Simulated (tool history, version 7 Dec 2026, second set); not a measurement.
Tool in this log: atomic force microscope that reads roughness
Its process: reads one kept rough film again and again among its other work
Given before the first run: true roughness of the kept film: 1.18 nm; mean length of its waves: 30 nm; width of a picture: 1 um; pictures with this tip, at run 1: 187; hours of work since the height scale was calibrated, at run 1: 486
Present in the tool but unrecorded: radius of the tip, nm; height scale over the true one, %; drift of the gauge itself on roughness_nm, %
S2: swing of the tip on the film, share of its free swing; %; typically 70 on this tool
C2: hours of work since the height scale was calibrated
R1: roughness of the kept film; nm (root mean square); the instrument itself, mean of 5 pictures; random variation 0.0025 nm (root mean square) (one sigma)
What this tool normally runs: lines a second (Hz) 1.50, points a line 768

run 1 hour=0.0 | lines_a_second_(Hz)=1.50 S2=70 points_a_line=768 | pictures_with_this_tip=187 C2=486 | R1=1.078
run 2 hour=17.8 | lines_a_second_(Hz)=1.50 S2=70 points_a_line=768 | pictures_with_this_tip=217 C2=496 | R1=1.074
run 3 hour=47.7 | lines_a_second_(Hz)=1.50 S2=70 points_a_line=768 | pictures_with_this_tip=267 C2=512 | R1=1.069
run 4 hour=69.2 | lines_a_second_(Hz)=1.50 S2=70 points_a_line=768 | pictures_with_this_tip=303 C2=524 | R1=1.062
run 5 hour=100.1 | lines_a_second_(Hz)=1.50 S2=70 points_a_line=768 | pictures_with_this_tip=355 C2=541 | R1=1.060
-- hour=108.6 new tip fitted
run 6 hour=122.9 | lines_a_second_(Hz)=1.50 S2=70 points_a_line=768 | pictures_with_this_tip=24 C2=553 | R1=1.103
run 7 hour=152.6 | lines_a_second_(Hz)=1.50 S2=70 points_a_line=768 | pictures_with_this_tip=74 C2=569 | R1=1.089
run 8 hour=182.8 | lines_a_second_(Hz)=1.50 S2=70 points_a_line=745 | pictures_with_this_tip=124 C2=585 | R1=1.087
run 9 hour=200.4 | lines_a_second_(Hz)=1.50 S2=70 points_a_line=745 | pictures_with_this_tip=154 C2=595 | R1=1.086
run 10 hour=224.8 | lines_a_second_(Hz)=1.50 S2=70 points_a_line=745 | pictures_with_this_tip=194 C2=608 | R1=1.076
run 11 hour=249.9 | lines_a_second_(Hz)=1.50 S2=70 points_a_line=768 | pictures_with_this_tip=237 C2=622 | R1=1.073
run 12 hour=266.2 | lines_a_second_(Hz)=1.50 S2=70 points_a_line=768 | pictures_with_this_tip=264 C2=631 | R1=1.071
run 13 hour=285.5 | lines_a_second_(Hz)=1.50 S2=70 points_a_line=768 | pictures_with_this_tip=296 C2=641 | R1=1.061
run 14 hour=299.7 | lines_a_second_(Hz)=1.50 S2=70 points_a_line=273 | pictures_with_this_tip=320 C2=649 | R1=1.046
run 15 hour=317.2 | lines_a_second_(Hz)=2.61 S2=70 points_a_line=273 | pictures_with_this_tip=349 C2=658 | R1=1.013
-- hour=328.3 new tip fitted
run 16 hour=336.0 | lines_a_second_(Hz)=2.61 S2=70 points_a_line=273 | pictures_with_this_tip=13 C2=668 | R1=1.051
run 17 hour=366.2 | lines_a_second_(Hz)=3.48 S2=70 points_a_line=768 | pictures_with_this_tip=64 C2=685 | R1=1.039
run 18 hour=395.7 | lines_a_second_(Hz)=3.48 S2=70 points_a_line=768 | pictures_with_this_tip=113 C2=701 | R1=1.029
run 19 hour=412.6 | lines_a_second_(Hz)=2.72 S2=62 points_a_line=768 | pictures_with_this_tip=141 C2=710 | R1=1.078
run 20 hour=431.4 | lines_a_second_(Hz)=2.72 S2=62 points_a_line=768 | pictures_with_this_tip=173 C2=720 | R1=1.081
run 21 hour=457.7 | lines_a_second_(Hz)=0.58 S2=83 points_a_line=361 | pictures_with_this_tip=217 C2=734 | R1=1.079
run 22 hour=481.1 | lines_a_second_(Hz)=1.57 S2=70 points_a_line=768 | pictures_with_this_tip=256 C2=747 | R1=1.071
run 23 hour=507.9 | lines_a_second_(Hz)=1.57 S2=70 points_a_line=768 | pictures_with_this_tip=301 C2=762 | R1=1.058
run 24 hour=530.4 | lines_a_second_(Hz)=1.50 S2=64 points_a_line=788 | pictures_with_this_tip=339 C2=774 | R1=1.073
-- hour=548.1 new tip fitted
run 25 hour=564.2 | lines_a_second_(Hz)=1.50 S2=64 points_a_line=688 | pictures_with_this_tip=27 C2=792 | R1=1.123
run 26 hour=591.9 | lines_a_second_(Hz)=1.50 S2=86 points_a_line=688 | pictures_with_this_tip=74 C2=807 | R1=1.039
run 27 hour=625.4 | lines_a_second_(Hz)=0.55 S2=65 points_a_line=768 | pictures_with_this_tip=130 C2=825 | R1=1.129
run 28 hour=646.8 | lines_a_second_(Hz)=0.74 S2=66 points_a_line=288 | pictures_with_this_tip=166 C2=837 | R1=1.105
run 29 hour=662.2 | lines_a_second_(Hz)=0.50 S2=70 points_a_line=278 | pictures_with_this_tip=191 C2=845 | R1=1.103
run 30 hour=676.0 | lines_a_second_(Hz)=0.50 S2=70 points_a_line=278 | pictures_with_this_tip=215 C2=853 | R1=1.098
run 31 hour=700.4 | lines_a_second_(Hz)=0.50 S2=70 points_a_line=278 | pictures_with_this_tip=255 C2=866 | R1=1.093

Forecast each of these 5 alternatives for the next run:
run A hour=722.5 | lines_a_second_(Hz)=0.50 S2=70 points_a_line=303 | pictures_with_this_tip=292 C2=878 | R1=?
run B hour=722.5 | lines_a_second_(Hz)=1.11 S2=58 points_a_line=768 | pictures_with_this_tip=292 C2=878 | R1=?
run C hour=722.5 | lines_a_second_(Hz)=2.57 S2=89 points_a_line=768 | pictures_with_this_tip=292 C2=878 | R1=?
run D hour=722.5 | lines_a_second_(Hz)=1.19 S2=79 points_a_line=768 | pictures_with_this_tip=292 C2=878 | R1=?
run E hour=722.5 | lines_a_second_(Hz)=0.87 S2=76 points_a_line=581 | pictures_with_this_tip=292 C2=878 | R1=?

run=A R1=1.090
run=B R1=1.099
run=C R1=0.926
run=D R1=1.055
run=E R1=1.077
Stripped of hidden state, with their random variation kept, the same runs would have yielded:
run=A R1=1.106
run=B R1=1.115
run=C R1=0.939
run=D R1=1.070
run=E R1=1.092
